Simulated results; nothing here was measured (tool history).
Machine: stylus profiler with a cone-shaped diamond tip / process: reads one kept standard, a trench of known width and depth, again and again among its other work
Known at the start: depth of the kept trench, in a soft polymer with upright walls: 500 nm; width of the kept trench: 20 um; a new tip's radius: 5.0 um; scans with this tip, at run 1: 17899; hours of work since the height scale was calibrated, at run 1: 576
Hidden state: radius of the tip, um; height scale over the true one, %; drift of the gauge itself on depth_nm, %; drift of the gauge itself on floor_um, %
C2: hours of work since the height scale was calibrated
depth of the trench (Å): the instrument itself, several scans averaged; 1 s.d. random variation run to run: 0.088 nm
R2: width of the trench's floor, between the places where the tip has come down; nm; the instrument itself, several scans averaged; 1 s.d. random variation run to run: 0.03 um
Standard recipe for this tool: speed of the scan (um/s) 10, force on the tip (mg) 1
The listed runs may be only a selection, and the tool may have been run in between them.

{"run": 1, "hour": 0.0, "speed of the scan (um/s)": 10, "force on the tip (mg)": 1, "scans with this tip": 17899, "C2": 576, "depth of the trench (Å)": 5014.3, "R2": 15520}
{"run": 2, "hour": 74.0, "speed of the scan (um/s)": 4, "force on the tip (mg)": 1, "scans with this tip": 18495, "C2": 631, "depth of the trench (Å)": 5015.5, "R2": 15570}
{"run": 3, "hour": 160.1, "speed of the scan (um/s)": 4, "force on the tip (mg)": 1, "scans with this tip": 19188, "C2": 695, "depth of the trench (Å)": 5014.8, "R2": 15550}
{"run": 4, "hour": 232.2, "speed of the scan (um/s)": 12, "force on the tip (mg)": 1, "scans with this tip": 19769, "C2": 748, "depth of the trench (Å)": 5014.9, "R2": 15570}
{"run": 5, "hour": 278.8, "speed of the scan (um/s)": 6, "force on the tip (mg)": 1, "scans with this tip": 20144, "C2": 783, "depth of the trench (Å)": 5015.3, "R2": 15570}
{"run": 6, "hour": 331.1, "speed of the scan (um/s)": 10, "force on the tip (mg)": 1, "scans with this tip": 20565, "C2": 821, "depth of the trench (Å)": 5015.7, "R2": 15560}
{"run": 7, "hour": 415.6, "speed of the scan (um/s)": 10, "force on the tip (mg)": 0.4, "scans with this tip": 21245, "C2": 884, "depth of the trench (Å)": 5008.2, "R2": 15470}
{"run": 8, "hour": 453.2, "speed of the scan (um/s)": 10, "force on the tip (mg)": 0.4, "scans with this tip": 21547, "C2": 912, "depth of the trench (Å)": 5007.6, "R2": 15470}
{"run": 9, "hour": 500.7, "speed of the scan (um/s)": 10, "force on the tip (mg)": 0.71, "scans with this tip": 21930, "C2": 947, "depth of the trench (Å)": 5011, "R2": 15520}
{"run": 10, "hour": 584.2, "speed of the scan (um/s)": 22, "force on the tip (mg)": 1, "scans with this tip": 22602, "C2": 1009, "depth of the trench (Å)": 5014.3, "R2": 15380}
{"run": 11, "hour": 628.1, "speed of the scan (um/s)": 22, "force on the tip (mg)": 1, "scans with this tip": 22956, "C2": 1042, "depth of the trench (Å)": 5015, "R2": 15460}
{"hour": 656.8, "done": "height scale calibrated on a step standard"}
{"run": 12, "hour": 673.5, "speed of the scan (um/s)": 22, "force on the tip (mg)": 1, "scans with this tip": 23317, "C2": 12, "depth of the trench (Å)": 5016.6, "R2": 15430}
{"run": 13, "hour": 716.0, "speed of the scan (um/s)": 10, "force on the tip (mg)": 1, "scans with this tip": 23658, "C2": 44, "depth of the trench (Å)": 5014.8, "R2": 15540}
{"run": 14, "hour": 782.3, "speed of the scan (um/s)": 10, "force on the tip (mg)": 0.43, "scans with this tip": 24193, "C2": 93, "depth of the trench (Å)": 5008.3, "R2": 15470}
{"hour": 828.0, "done": "new tip fitted, height scale calibrated"}
{"run": 15, "hour": 844.6, "speed of the scan (um/s)": 10, "force on the tip (mg)": 0.43, "scans with this tip": 134, "C2": 12, "depth of the trench (Å)": 5008.3, "R2": 15500}
{"run": 16, "hour": 921.1, "speed of the scan (um/s)": 10, "force on the tip (mg)": 0.43, "scans with this tip": 750, "C2": 69, "depth of the trench (Å)": 5007.8, "R2": 15510}
{"run": 17, "hour": 958.8, "speed of the scan (um/s)": 6, "force on the tip (mg)": 1, "scans with this tip": 1053, "C2": 97, "depth of the trench (Å)": 5015.7, "R2": 15590}
{"run": 18, "hour": 1010.5, "speed of the scan (um/s)": 13, "force on the tip (mg)": 1, "scans with this tip": 1469, "C2": 135, "depth of the trench (Å)": 5014.3, "R2": 15590}
{"run": 19, "hour": 1095.3, "speed of the scan (um/s)": 13, "force on the tip (mg)": 1, "scans with this tip": 2152, "C2": 198, "depth of the trench (Å)": 5014.4, "R2": 15460}
{"run": 20, "hour": 1145.7, "speed of the scan (um/s)": 13, "force on the tip (mg)": 1, "scans with this tip": 2557, "C2": 236, "depth of the trench (Å)": 5015.8, "R2": 15530}
{"run": 21, "hour": 1201.1, "speed of the scan (um/s)": 3, "force on the tip (mg)": 1, "scans with this tip": 3004, "C2": 277, "depth of the trench (Å)": 5014.6, "R2": 15550}
{"run": 22, "hour": 1260.4, "speed of the scan (um/s)": 7, "force on the tip (mg)": 1, "scans with this tip": 3481, "C2": 321, "depth of the trench (Å)": 5015.8, "R2": 15560}
{"run": 23, "hour": 1310.2, "speed of the scan (um/s)": 10, "force on the tip (mg)": 1, "scans with this tip": 3882, "C2": 358, "depth of the trench (Å)": 5015.3, "R2": 15540}
{"run": 24, "hour": 1362.7, "speed of the scan (um/s)": 10, "force on the tip (mg)": 1, "scans with this tip": 4304, "C2": 396, "depth of the trench (Å)": 5015.5, "R2": 15540}
{"run": 25, "hour": 1438.7, "speed of the scan (um/s)": 8, "force on the tip (mg)": 0.44, "scans with this tip": 4916, "C2": 453, "depth of the trench (Å)": 5008.7, "R2": 15530}
{"run": 26, "hour": 1480.3, "speed of the scan (um/s)": 7, "force on the tip (mg)": 0.88, "scans with this tip": 5251, "C2": 484, "depth of the trench (Å)": 5012.6, "R2": 15570}
{"run": 27, "hour": 1517.4, "speed of the scan (um/s)": 10, "force on the tip (mg)": 0.96, "scans with this tip": 5550, "C2": 511, "depth of the trench (Å)": 5014.5, "R2": 15510}
{"run": 28, "hour": 1605.2, "speed of the scan (um/s)": 10, "force on the tip (mg)": 0.96, "scans with this tip": 6256, "C2": 576, "depth of the trench (Å)": 5014.9, "R2": 15520}
{"run": 29, "hour": 1655.8, "speed of the scan (um/s)": 27, "force on the tip (mg)": 0.68, "scans with this tip": 6664, "C2": 614, "depth of the trench (Å)": 5013.1, "R2": 15310}
{"run": 30, "hour": 1727.0, "speed of the scan (um/s)": 35, "force on the tip (mg)": 1.01, "scans with this tip": 7236, "C2": 667, "depth of the trench (Å)": 5016, "R2": 15290}
{"run": 31, "hour": 1767.3, "speed of the scan (um/s)": 11, "force on the tip (mg)": 1, "scans with this tip": 7561, "C2": 696, "depth of the trench (Å)": 5015.1, "R2": 15600}
{"run": 32, "hour": 1824.8, "speed of the scan (um/s)": 8, "force on the tip (mg)": 0.36, "scans with this tip": 8024, "C2": 739, "depth of the trench (Å)": 5007, "R2": 15480}
{"run": 33, "hour": 1876.8, "speed of the scan (um/s)": 8, "force on the tip (mg)": 0.36, "scans with this tip": 8442, "C2": 778, "depth of the trench (Å)": 5007.5, "R2": 15450}
{"run": 34, "hour": 1915.0, "speed of the scan (um/s)": 28, "force on the tip (mg)": 0.36, "scans with this tip": 8750, "C2": 806, "depth of the trench (Å)": 5008.1, "R2": 15200}
{"run": 35, "hour": 1967.5, "speed of the scan (um/s)": 4, "force on the tip (mg)": 2.64, "scans with this tip": 9173, "C2": 845, "depth of the trench (Å)": 5028, "R2": 15660}
{"run": 36, "hour": 2030.2, "speed of the scan (um/s)": 8, "force on the tip (mg)": 1.91, "scans with this tip": 9677, "C2": 891, "depth of the trench (Å)": 5022.8, "R2": 15560}
{"run": 37, "hour": 2086.5, "speed of the scan (um/s)": 10, "force on the tip (mg)": 1.65, "scans with this tip": 10131, "C2": 933, "depth of the trench (Å)": 5022.4, "R2": 15570}
{"run": 38, "hour": 2158.6, "speed of the scan (um/s)": 3, "force on the tip (mg)": 0.36, "scans with this tip": 10711, "C2": 987, "depth of the trench (Å)": 5007.3, "R2": 15490}
{"run": 39, "hour": 2213.4, "speed of the scan (um/s)": 23, "force on the tip (mg)": 0.54, "scans with this tip": 11152, "C2": 1027, "depth of the trench (Å)": 5009.4, "R2": 15380}
{"hour": 2258.7, "done": "height scale calibrated on a step standard"}
{"run": 40, "hour": 2273.3, "speed of the scan (um/s)": 10, "force on the tip (mg)": 1.06, "scans with this tip": 11630, "C2": 11, "depth of the trench (Å)": 5015.8, "R2": 15560}
{"run": 41, "hour": 2341.2, "speed of the scan (um/s)": 33, "force on the tip (mg)": 1.91, "scans with this tip": 12177, "C2": 61, "depth of the trench (Å)": 5023, "R2": 15400}
{"run": 42, "hour": 2420.3, "speed of the scan (um/s)": 10, "force on the tip (mg)": 0.67, "scans with this tip": 12813, "C2": 120, "depth of the trench (Å)": 5010.9, "R2": 15480}
{"run": 43, "hour": 2497.3, "speed of the scan (um/s)": 25, "force on the tip (mg)": 0.42, "scans with this tip": 13433, "C2": 177, "depth of the trench (Å)": 5009.1, "R2": 15270}
{"run": 44, "hour": 2539.3, "speed of the scan (um/s)": 13, "force on the tip (mg)": 2.15, "scans with this tip": 13771, "C2": 208, "depth of the trench (Å)": 5025.4, "R2": 15560}
{"run": 45, "hour": 2584.2, "speed of the scan (um/s)": 12, "force on the tip (mg)": 2.15, "scans with this tip": 14132, "C2": 241, "depth of the trench (Å)": 5025.2, "R2": 15530}
{"run": 46, "hour": 2640.1, "speed of the scan (um/s)": 10, "force on the tip (mg)": 0.41, "scans with this tip": 14582, "C2": 283, "depth of the trench (Å)": 5008.3, "R2": 15480}

Entry by entry between the runs, the difference in hidden state between the last listed run before and the first listed run after:
In the gap between runs 11 and 12: height scale calibrated on a step standard (hour 656.8)
  height scale over the true one, %: -0.002 -> 0
In the gap between runs 14 and 15: new tip fitted, height scale calibrated (hour 828)
  radius of the tip, um: 5.04 -> 5; height scale over the true one, %: -0.001 -> 0
In the gap between runs 39 and 40: height scale calibrated on a step standard (hour 2258.7)
  height scale over the true one, %: -0.002 -> 0
